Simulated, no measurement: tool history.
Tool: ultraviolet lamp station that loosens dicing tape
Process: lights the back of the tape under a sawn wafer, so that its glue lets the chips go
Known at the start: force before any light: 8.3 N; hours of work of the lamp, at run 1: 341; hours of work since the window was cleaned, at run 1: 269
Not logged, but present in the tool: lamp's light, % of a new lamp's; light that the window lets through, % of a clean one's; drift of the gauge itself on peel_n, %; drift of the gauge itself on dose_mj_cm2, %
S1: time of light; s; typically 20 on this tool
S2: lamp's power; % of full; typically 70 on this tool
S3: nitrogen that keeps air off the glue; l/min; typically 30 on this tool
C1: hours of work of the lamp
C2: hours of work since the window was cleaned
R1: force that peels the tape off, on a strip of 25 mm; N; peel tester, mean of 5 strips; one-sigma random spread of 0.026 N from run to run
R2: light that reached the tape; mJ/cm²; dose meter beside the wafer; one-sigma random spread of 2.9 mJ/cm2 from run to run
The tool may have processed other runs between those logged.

run	hour	S1	S2	S3	C1	C2	R1	R2
1	0.0	20	70	30	341	269	1.473	393
2	36.7	20	62	30	359	287	1.841	344
3	89.0	20	62	30	384	313	1.842	336
4	154.8	20	62	30	417	345	1.894	336
5	212.9	20	62	30	445	373	1.900	334
6	256.1	20	70	30	466	395	1.588	376
7	307.0	20	70	30	491	420	1.647	373
8	345.9	20	70	30	510	439	1.590	372
9	408.1	20	70	30	541	469	1.658	365
10	446.6	20	70	30	560	488	1.629	361
11	531.8	20	94	30	601	530	1.019	486
12	585.9	20	94	30	628	556	1.024	480
# hour 612.2: window cleaned of glue's vapour
13	628.8	20	94	30	649	8	0.910	512
14	696.1	20	62	20	682	41	2.254	336
15	754.7	20	62	20	710	70	2.249	331
16	789.5	29	70	30	727	87	0.824	541
17	870.4	17	65	30	767	127	2.275	292
18	943.1	17	72	30	803	162	2.036	315

Run 19 comes next. What will it give?
19	1018.4	31	60	30	840	199	?	?

For run 19 the tool returned R1 1.054 N, R2 480 mJ/cm².
The same run, on a tool lacking any hidden state, would have yielded R1 0.725 N, R2 572 mJ/cm².
